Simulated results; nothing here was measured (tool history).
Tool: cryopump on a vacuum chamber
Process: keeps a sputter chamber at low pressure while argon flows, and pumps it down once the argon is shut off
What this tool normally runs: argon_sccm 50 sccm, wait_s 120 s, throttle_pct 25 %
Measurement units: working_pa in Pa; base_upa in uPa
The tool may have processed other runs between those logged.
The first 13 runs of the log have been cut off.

| run | hour | argon_sccm | wait_s | throttle_pct | working_pa | base_upa |
|---|---|---|---|---|---|---|
| 14 | 237.1 | 50 | 120 | 25 | 0.2463 | 2.89 |
| 15 | 249.2 | 51 | 120 | 25 | 0.2518 | 2.93 |
| 16 | 264.4 | 51 | 120 | 25 | 0.2493 | 3 |
| 17 | 281.5 | 50 | 120 | 25 | 0.2498 | 3.03 |
| 18 | 300.6 | 68 | 229 | 31 | 0.2785 | 2.93 |
| 19 | 320.5 | 68 | 229 | 31 | 0.2792 | 3.07 |
| 20 | 343.9 | 68 | 229 | 31 | 0.2803 | 3.08 |
| 21 | 367.9 | 28 | 48 | 16 | 0.2136 | 3.69 |
| 22 | 389.6 | 28 | 52 | 23 | 0.1551 | 3.71 |
| 23 | 411.1 | 40 | 52 | 46 | 0.1185 | 3.82 |
| 24 | 430.8 | 53 | 120 | 25 | 0.2703 | 3.49 |
| 25 | 447.3 | 53 | 120 | 25 | 0.2724 | 3.57 |
| 26 | 463.5 | 53 | 120 | 25 | 0.2756 | 3.49 |
| 27 | 478.7 | 20 | 20 | 25 | 0.1037 | 4.96 |
|  | 498.7 | pump warmed up, emptied and cooled again |
| 28 | 503.2 | 47 | 59 | 35 | 0.1563 | 2.87 |
| 29 | 526.3 | 36 | 65 | 34 | 0.1237 | 2.89 |
| 30 | 547.7 | 50 | 27 | 25 | 0.2331 | 3.5 |
| 31 | 562.4 | 22 | 220 | 31 | 0.0832 | 2.64 |
| 32 | 572.4 | 50 | 95 | 56 | 0.1061 | 2.86 |
| 33 | 590.5 | 39 | 229 | 18 | 0.2534 | 2.69 |
| 34 | 614.2 | 61 | 229 | 25 | 0.2895 | 2.63 |

Below are 4 alternative next runs, each starting from the tool's condition after run 34. Predict each:
| A | 638.6 | 50 | 38 | 44 | ? | ? |
| B | 638.6 | 21 | 79 | 40 | ? | ? |
| C | 638.6 | 61 | 28 | 25 | ? | ? |
| D | 638.6 | 63 | 229 | 25 | ? | ? |

| run | working_pa | base_upa |
|---|---|---|
| A | 0.1366 | 3.49 |
| B | 0.0634 | 3.03 |
| C | 0.2894 | 3.74 |
| D | 0.2994 | 2.75 |
The same runs, with their run-to-run variation unchanged, on a tool lacking any hidden condition would have given:
| run | working_pa | base_upa |
|---|---|---|
| A | 0.1312 | 1.01 |
| B | 0.0611 | 0.58 |
| C | 0.2828 | 1.28 |
| D | 0.2926 | 0.33 |
